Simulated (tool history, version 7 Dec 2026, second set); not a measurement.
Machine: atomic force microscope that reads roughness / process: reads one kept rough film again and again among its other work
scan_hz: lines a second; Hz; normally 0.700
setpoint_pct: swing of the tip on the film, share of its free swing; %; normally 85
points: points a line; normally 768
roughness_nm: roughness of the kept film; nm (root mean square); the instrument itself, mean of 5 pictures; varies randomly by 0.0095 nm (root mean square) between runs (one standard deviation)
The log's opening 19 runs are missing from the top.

| run | hour | scan_hz | setpoint_pct | points | roughness_nm |
|---|---|---|---|---|---|
| 20 | 416.6 | 0.700 | 85 | 520 | 1.844 |
| 21 | 434.1 | 0.700 | 85 | 520 | 1.808 |
| 22 | 452.8 | 3.094 | 85 | 768 | 1.388 |
| 23 | 480.4 | 3.094 | 85 | 768 | 1.327 |
| 24 | 496.7 | 0.700 | 85 | 768 | 1.636 |
| 25 | 523.0 | 3.073 | 85 | 768 | 1.277 |
|  | 532.2 | new tip fitted |
| 26 | 552.6 | 3.073 | 85 | 768 | 1.595 |
| 27 | 578.7 | 3.073 | 81 | 437 | 1.578 |
| 28 | 604.8 | 3.283 | 60 | 772 | 1.809 |
| 29 | 618.5 | 3.283 | 60 | 772 | 1.773 |

Run 30 comes next. What will it give?
| 30 | 639.6 | 3.284 | 86 | 378 | ? |

Run 30 measured roughness_nm 1.330 nm (root mean square).
If the tool had no hidden condition, the same run with the same run-to-run variation would have returned roughness_nm 1.638 nm (root mean square).

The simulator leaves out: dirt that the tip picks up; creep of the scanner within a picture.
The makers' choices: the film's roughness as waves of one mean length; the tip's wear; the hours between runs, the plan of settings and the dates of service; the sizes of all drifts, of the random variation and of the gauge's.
